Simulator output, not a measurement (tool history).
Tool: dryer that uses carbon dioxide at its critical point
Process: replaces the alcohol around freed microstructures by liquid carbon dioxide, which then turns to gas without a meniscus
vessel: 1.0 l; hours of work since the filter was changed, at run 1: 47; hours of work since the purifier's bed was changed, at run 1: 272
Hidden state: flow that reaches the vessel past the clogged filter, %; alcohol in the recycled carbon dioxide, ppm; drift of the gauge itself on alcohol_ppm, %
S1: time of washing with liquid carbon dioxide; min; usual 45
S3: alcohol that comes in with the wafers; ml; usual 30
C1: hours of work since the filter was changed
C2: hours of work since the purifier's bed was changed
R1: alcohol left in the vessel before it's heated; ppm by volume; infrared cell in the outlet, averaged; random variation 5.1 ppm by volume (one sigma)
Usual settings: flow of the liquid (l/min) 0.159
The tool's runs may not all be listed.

{"run": 1, "hour": 0.0, "S1": 45, "flow of the liquid (l/min)": 0.159, "S3": 30, "C1": 47, "C2": 272, "R1": 97}
{"run": 2, "hour": 22.7, "S1": 43, "flow of the liquid (l/min)": 0.159, "S3": 30, "C1": 54, "C2": 279, "R1": 126}
{"run": 3, "hour": 40.5, "S1": 45, "flow of the liquid (l/min)": 0.159, "S3": 30, "C1": 60, "C2": 285, "R1": 107}
{"run": 4, "hour": 63.4, "S1": 45, "flow of the liquid (l/min)": 0.159, "S3": 30, "C1": 67, "C2": 292, "R1": 112}
{"run": 5, "hour": 79.1, "S1": 45, "flow of the liquid (l/min)": 0.159, "S3": 30, "C1": 72, "C2": 298, "R1": 112}
{"run": 6, "hour": 90.0, "S1": 45, "flow of the liquid (l/min)": 0.159, "S3": 30, "C1": 76, "C2": 301, "R1": 112}
{"run": 7, "hour": 102.1, "S1": 45, "flow of the liquid (l/min)": 0.159, "S3": 30, "C1": 80, "C2": 305, "R1": 123}
{"run": 8, "hour": 118.3, "S1": 45, "flow of the liquid (l/min)": 0.159, "S3": 30, "C1": 85, "C2": 310, "R1": 119}
{"run": 9, "hour": 141.1, "S1": 45, "flow of the liquid (l/min)": 0.159, "S3": 30, "C1": 93, "C2": 318, "R1": 104}
{"run": 10, "hour": 160.0, "S1": 45, "flow of the liquid (l/min)": 0.159, "S3": 30, "C1": 99, "C2": 324, "R1": 120}
{"run": 11, "hour": 181.4, "S1": 45, "flow of the liquid (l/min)": 0.159, "S3": 30, "C1": 106, "C2": 331, "R1": 121}
{"run": 12, "hour": 197.5, "S1": 45, "flow of the liquid (l/min)": 0.159, "S3": 30, "C1": 111, "C2": 336, "R1": 118}
{"run": 13, "hour": 217.0, "S1": 71, "flow of the liquid (l/min)": 0.159, "S3": 30, "C1": 117, "C2": 343, "R1": 58}
{"run": 14, "hour": 237.8, "S1": 52, "flow of the liquid (l/min)": 0.159, "S3": 30, "C1": 124, "C2": 349, "R1": 88}
{"run": 15, "hour": 253.7, "S1": 32, "flow of the liquid (l/min)": 0.161, "S3": 30, "C1": 129, "C2": 355, "R1": 455}
{"run": 16, "hour": 266.0, "S1": 32, "flow of the liquid (l/min)": 0.161, "S3": 30, "C1": 133, "C2": 359, "R1": 454}
{"run": 17, "hour": 281.0, "S1": 32, "flow of the liquid (l/min)": 0.161, "S3": 30, "C1": 138, "C2": 364, "R1": 462}
{"run": 18, "hour": 297.9, "S1": 32, "flow of the liquid (l/min)": 0.182, "S3": 27, "C1": 144, "C2": 369, "R1": 263}
{"run": 19, "hour": 307.9, "S1": 32, "flow of the liquid (l/min)": 0.182, "S3": 27, "C1": 147, "C2": 372, "R1": 265}
{"run": 20, "hour": 328.5, "S1": 58, "flow of the liquid (l/min)": 0.159, "S3": 118, "C1": 154, "C2": 379, "R1": 117}

Run 21 comes next. What will it give?
{"run": 21, "hour": 340.8, "S1": 58, "flow of the liquid (l/min)": 0.159, "S3": 118, "C1": 158, "C2": 383, "R1": "?"}

{"run 21": {"R1": 119}}
Without the tool's hidden state the same run would have given R1 34 ppm by volume.
